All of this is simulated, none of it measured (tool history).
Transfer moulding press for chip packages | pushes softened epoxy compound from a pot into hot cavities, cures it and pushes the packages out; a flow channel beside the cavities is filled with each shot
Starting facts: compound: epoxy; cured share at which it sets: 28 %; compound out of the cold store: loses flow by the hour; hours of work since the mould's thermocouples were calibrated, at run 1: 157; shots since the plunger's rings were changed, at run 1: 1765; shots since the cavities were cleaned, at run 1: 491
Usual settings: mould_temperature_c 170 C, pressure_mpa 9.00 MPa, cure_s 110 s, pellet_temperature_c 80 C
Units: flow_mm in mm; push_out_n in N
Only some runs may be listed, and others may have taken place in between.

run    hour  mould_temperature_c  pressure_mpa  cure_s  pellet_temperature_c  hours of work since the mould's thermocouples were calibrated  shots since the plunger's rings were changed  shots since the cavities were cleaned  incoming compound's hours out of the cold store  flow_mm  push_out_n
  1     0.0                  170          9.00     110                    80                                                            157                                          1765                                    491                                             16.1      860         558
       24.5  -- cavities cleaned with cleaning compound and waxed
  2    71.5                  170          9.00     110                    80                                                            194                                          2371                                    407                                             32.9      793         679
      105.7  -- cavities cleaned with cleaning compound and waxed
  3   139.9                  170          9.00     110                    80                                                            230                                          2950                                    296                                              9.5      865         516
      186.0  -- cavities cleaned with cleaning compound and waxed
  4   235.0                  170          9.00     110                    80                                                            280                                          3760                                    424                                             28.0      787         533
      261.7  -- cavities cleaned with cleaning compound and waxed
  5   278.5                  170          9.00     110                    80                                                            302                                          4124                                    145                                             44.6      724         417
      304.0  -- plunger's sealing rings changed
  6   332.4                  170          9.00     110                    80                                                            329                                           246                                    590                                             25.2      843         564
      346.7  -- cavities cleaned with cleaning compound and waxed
  7   375.8                  166          9.00     110                    80                                                            352                                           609                                    253                                             22.6      860         580
      424.4  -- cavities cleaned with cleaning compound and waxed
  8   438.4                  170          9.00     110                    80                                                            384                                          1137                                    120                                             42.8      770         422
      496.0  -- cavities cleaned with cleaning compound and waxed, once more
  9   522.5                  170          9.00     110                    86                                                            428                                          1853                                    230                                             46.0      747         441
 10   567.9                  170          9.00     110                    86                                                            452                                          2246                                    623                                              9.3      875         589
      576.5  -- cavities cleaned with cleaning compound and waxed
 11   636.4                  170          9.06     110                    86                                                            488                                          2826                                    519                                             21.0      829         572
      659.2  -- cavities cleaned with cleaning compound and waxed
 12   706.9                  170          9.06     110                    86                                                            524                                          3423                                    413                                             39.5      749         522
      738.4  -- cavities cleaned with cleaning compound and waxed
 13   800.3                  170          9.00     110                    80                                                            573                                          4219                                    537                                             25.7      787         551
      816.4  -- plunger's sealing rings changed
      817.9  -- cavities cleaned with cleaning compound and waxed
 14   881.2                  170          9.00     110                    80                                                            614                                           548                                    548                                             38.7      793         564
      898.8  -- cavities cleaned with cleaning compound and waxed
 15   946.8                  170          9.00     110                    80                                                            648                                          1103                                    415                                             19.0      860         550
      974.0  -- cavities cleaned with cleaning compound and waxed
 16  1033.7                  168          9.80     110                    87                                                            694                                          1843                                    517                                             16.7      899         616
     1057.1  -- cavities cleaned with cleaning compound and waxed
 17  1083.0                  170         10.89     131                    80                                                            719                                          2256                                    224                                             29.7      883         392
     1135.1  -- cavities cleaned with cleaning compound and waxed
 18  1170.0                  170          9.10     131                    87                                                            764                                          2997                                    303                                             31.9      775         430
     1213.8  -- cavities cleaned with cleaning compound and waxed
 19  1251.8                  175          7.78     110                    80                                                            807                                          3692                                    329                                             30.9      712         442
     1294.0  -- cavities cleaned with cleaning compound and waxed
     1326.9  -- plunger's sealing rings changed
 20  1327.8                  170          9.00     113                    79                                                            845                                             8                                    271                                             32.0      825         467
     1377.2  -- cavities cleaned with cleaning compound and waxed
     1414.7  -- mould's thermocouples calibrated
 21  1415.0                  167          8.40     110                    80                                                              0                                           733                                    311                                             15.7      847         591
     1456.7  -- cavities cleaned with cleaning compound and waxed
 22  1494.8                  166          9.07     109                    81                                                             42                                          1410                                    330                                             40.1      782         599
     1533.6  -- cavities cleaned with cleaning compound and waxed
 23  1578.6                  172          7.45      91                    81                                                             86                                          2123                                    390                                             39.9      697         620
     1609.8  -- cavities cleaned with cleaning compound and waxed
 24  1624.7                  164          9.00     135                    80                                                            109                                          2509                                    129                                             29.4      807         430
     1691.0  -- cavities cleaned with cleaning compound and waxed
 25  1703.9                  166          9.00     135                    80                                                            151                                          3182                                    112                                             42.6      754         404
     1769.1  -- cavities cleaned with cleaning compound and waxed
 26  1785.4                  170          9.70     108                    80                                                            193                                          3874                                    141                                             35.3      789         442

What differs in the tool's unlogged condition from the final listed run ahead of each entry between runs to the first listed run following it?
Runs 1 to 2: cavities cleaned with cleaning compound and waxed (hour 24.5)
  true mould temperature over the reading, C: -0.15 -> -0.19; pressure that reaches the compound, % of what is set: 93.29 -> 90.9; grip of the stained cavities, % over clean ones': 59.3 -> 87.4
  the result without the hidden state subtracted from the measured one, flow_mm: -30 -> -39 mm; push_out_n: +206 -> +319 N
Runs 2 to 3: cavities cleaned with cleaning compound and waxed (hour 105.7)
  true mould temperature over the reading, C: -0.19 -> -0.23; pressure that reaches the compound, % of what is set: 90.9 -> 89; grip of the stained cavities, % over clean ones': 87.4 -> 39.6
  the result without the hidden state subtracted from the measured one, flow_mm: -39 -> -51 mm; push_out_n: +319 -> +151 N
Runs 3 to 4: cavities cleaned with cleaning compound and waxed (hour 186.0)
  true mould temperature over the reading, C: -0.23 -> -0.28; pressure that reaches the compound, % of what is set: 89 -> 86.16; grip of the stained cavities, % over clean ones': 39.6 -> 51
  the result without the hidden state subtracted from the measured one, flow_mm: -51 -> -60 mm; push_out_n: +151 -> +184 N
Runs 4 to 5: cavities cleaned with cleaning compound and waxed (hour 261.7)
  true mould temperature over the reading, C: -0.28 -> -0.31; pressure that reaches the compound, % of what is set: 86.16 -> 84.93; grip of the stained cavities, % over clean ones': 51 -> 20.5
  the result without the hidden state subtracted from the measured one, flow_mm: -60 -> -61 mm; push_out_n: +184 -> +75 N
Runs 5 to 6: plunger's sealing rings changed (hour 304.0)
  true mould temperature over the reading, C: -0.31 -> -0.33; pressure that reaches the compound, % of what is set: 84.93 -> 98.81; grip of the stained cavities, % over clean ones': 20.5 -> 57.8
  the result without the hidden state subtracted from the measured one, flow_mm: -61 -> -4 mm; push_out_n: +75 -> +210 N
Runs 6 to 7: cavities cleaned with cleaning compound and waxed (hour 346.7)
  true mould temperature over the reading, C: -0.33 -> -0.36; pressure that reaches the compound, % of what is set: 98.81 -> 97.37; grip of the stained cavities, % over clean ones': 57.8 -> 35.5
  the result without the hidden state subtracted from the measured one, flow_mm: -4 -> -11 mm; push_out_n: +210 -> +162 N
Runs 7 to 8: cavities cleaned with cleaning compound and waxed (hour 424.4)
  true mould temperature over the reading, C: -0.36 -> -0.39; pressure that reaches the compound, % of what is set: 97.37 -> 95.46; grip of the stained cavities, % over clean ones': 35.5 -> 20.2
  the result without the hidden state subtracted from the measured one, flow_mm: -11 -> -17 mm; push_out_n: +162 -> +75 N
Runs 8 to 9: cavities cleaned with cleaning compound and waxed, once more (hour 496.0)
  true mould temperature over the reading, C: -0.39 -> -0.44; pressure that reaches the compound, % of what is set: 95.46 -> 93.03; grip of the stained cavities, % over clean ones': 20.2 -> 31.8
  the result without the hidden state subtracted from the measured one, flow_mm: -17 -> -27 mm; push_out_n: +75 -> +111 N
Runs 10 to 11: cavities cleaned with cleaning compound and waxed (hour 576.5)
  true mould temperature over the reading, C: -0.47 -> -0.51; pressure that reaches the compound, % of what is set: 91.57 -> 89.51; grip of the stained cavities, % over clean ones': 61.8 -> 58.1
  the result without the hidden state subtracted from the measured one, flow_mm: -38 -> -47 mm; push_out_n: +232 -> +216 N
Runs 11 to 12: cavities cleaned with cleaning compound and waxed (hour 659.2)
  true mould temperature over the reading, C: -0.51 -> -0.55; pressure that reaches the compound, % of what is set: 89.51 -> 87.32; grip of the stained cavities, % over clean ones': 58.1 -> 50.8
  the result without the hidden state subtracted from the measured one, flow_mm: -47 -> -51 mm; push_out_n: +216 -> +181 N
Runs 12 to 13: cavities cleaned with cleaning compound and waxed (hour 738.4)
  true mould temperature over the reading, C: -0.55 -> -0.6; pressure that reaches the compound, % of what is set: 87.32 -> 84.69; grip of the stained cavities, % over clean ones': 50.8 -> 59.4
  the result without the hidden state subtracted from the measured one, flow_mm: -51 -> -67 mm; push_out_n: +181 -> +214 N
Runs 13 to 14: plunger's sealing rings changed (hour 816.4); cavities cleaned with cleaning compound and waxed (hour 817.9)
  true mould temperature over the reading, C: -0.6 -> -0.64; pressure that reaches the compound, % of what is set: 84.69 -> 97.5; grip of the stained cavities, % over clean ones': 59.4 -> 57.9
  the result without the hidden state subtracted from the measured one, flow_mm: -67 -> -9 mm; push_out_n: +214 -> +213 N
Runs 14 to 15: cavities cleaned with cleaning compound and waxed (hour 898.8)
  true mould temperature over the reading, C: -0.64 -> -0.68; pressure that reaches the compound, % of what is set: 97.5 -> 95.6; grip of the stained cavities, % over clean ones': 57.9 -> 52.8
  the result without the hidden state subtracted from the measured one, flow_mm: -9 -> -18 mm; push_out_n: +213 -> +198 N
Runs 15 to 16: cavities cleaned with cleaning compound and waxed (hour 974.0)
  true mould temperature over the reading, C: -0.68 -> -0.73; pressure that reaches the compound, % of what is set: 95.6 -> 92.79; grip of the stained cavities, % over clean ones': 52.8 -> 56.8
  the result without the hidden state subtracted from the measured one, flow_mm: -18 -> -33 mm; push_out_n: +198 -> +238 N
Runs 16 to 17: cavities cleaned with cleaning compound and waxed (hour 1057.1)
  true mould temperature over the reading, C: -0.73 -> -0.76; pressure that reaches the compound, % of what is set: 92.79 -> 91.28; grip of the stained cavities, % over clean ones': 56.8 -> 31.6
  the result without the hidden state subtracted from the measured one, flow_mm: -33 -> -39 mm; push_out_n: +238 -> +95 N
Runs 17 to 18: cavities cleaned with cleaning compound and waxed (hour 1135.1)
  true mould temperature over the reading, C: -0.76 -> -0.81; pressure that reaches the compound, % of what is set: 91.28 -> 88.53; grip of the stained cavities, % over clean ones': 31.6 -> 43.1
  the result without the hidden state subtracted from the measured one, flow_mm: -39 -> -48 mm; push_out_n: +95 -> +135 N
Runs 18 to 19: cavities cleaned with cleaning compound and waxed (hour 1213.8)
  true mould temperature over the reading, C: -0.81 -> -0.86; pressure that reaches the compound, % of what is set: 88.53 -> 85.91; grip of the stained cavities, % over clean ones': 43.1 -> 45.8
  the result without the hidden state subtracted from the measured one, flow_mm: -48 -> -55 mm; push_out_n: +135 -> +144 N
Runs 19 to 20: cavities cleaned with cleaning compound and waxed (hour 1294.0); plunger's sealing rings changed (hour 1326.9)
  true mould temperature over the reading, C: -0.86 -> -0.9; pressure that reaches the compound, % of what is set: 85.91 -> 99.34; grip of the stained cavities, % over clean ones': 45.8 -> 35.7
  the result without the hidden state subtracted from the measured one, flow_mm: -55 -> -1 mm; push_out_n: +144 -> +133 N
Runs 20 to 21: cavities cleaned with cleaning compound and waxed (hour 1377.2); mould's thermocouples calibrated (hour 1414.7)
  true mould temperature over the reading, C: -0.9 -> -0.27; pressure that reaches the compound, % of what is set: 99.34 -> 96.75; grip of the stained cavities, % over clean ones': 35.7 -> 38.9
  the result without the hidden state subtracted from the measured one, flow_mm: -1 -> -13 mm; push_out_n: +133 -> +172 N
Runs 21 to 22: cavities cleaned with cleaning compound and waxed (hour 1456.7)
  true mould temperature over the reading, C: -0.27 -> -0.32; pressure that reaches the compound, % of what is set: 96.75 -> 94.38; grip of the stained cavities, % over clean ones': 38.9 -> 41.6
  the result without the hidden state subtracted from the measured one, flow_mm: -13 -> -22 mm; push_out_n: +172 -> +184 N
Runs 22 to 23: cavities cleaned with cleaning compound and waxed (hour 1533.6)
  true mould temperature over the reading, C: -0.32 -> -0.36; pressure that reaches the compound, % of what is set: 94.38 -> 92.06; grip of the stained cavities, % over clean ones': 41.6 -> 47.4
  the result without the hidden state subtracted from the measured one, flow_mm: -22 -> -29 mm; push_out_n: +184 -> +207 N
Runs 23 to 24: cavities cleaned with cleaning compound and waxed (hour 1609.8)
  true mould temperature over the reading, C: -0.36 -> -0.39; pressure that reaches the compound, % of what is set: 92.06 -> 90.72; grip of the stained cavities, % over clean ones': 47.4 -> 22.6
  the result without the hidden state subtracted from the measured one, flow_mm: -29 -> -40 mm; push_out_n: +207 -> +83 N
Runs 24 to 25: cavities cleaned with cleaning compound and waxed (hour 1691.0)
  true mould temperature over the reading, C: -0.39 -> -0.44; pressure that reaches the compound, % of what is set: 90.72 -> 88.54; grip of the stained cavities, % over clean ones': 22.6 -> 16.7
  the result without the hidden state subtracted from the measured one, flow_mm: -40 -> -46 mm; push_out_n: +83 -> +61 N
Runs 25 to 26: cavities cleaned with cleaning compound and waxed (hour 1769.1)
  true mould temperature over the reading, C: -0.44 -> -0.48; pressure that reaches the compound, % of what is set: 88.54 -> 86.41; grip of the stained cavities, % over clean ones': 16.7 -> 25.3
  the result without the hidden state subtracted from the measured one, flow_mm: -46 -> -58 mm; push_out_n: +61 -> +95 N
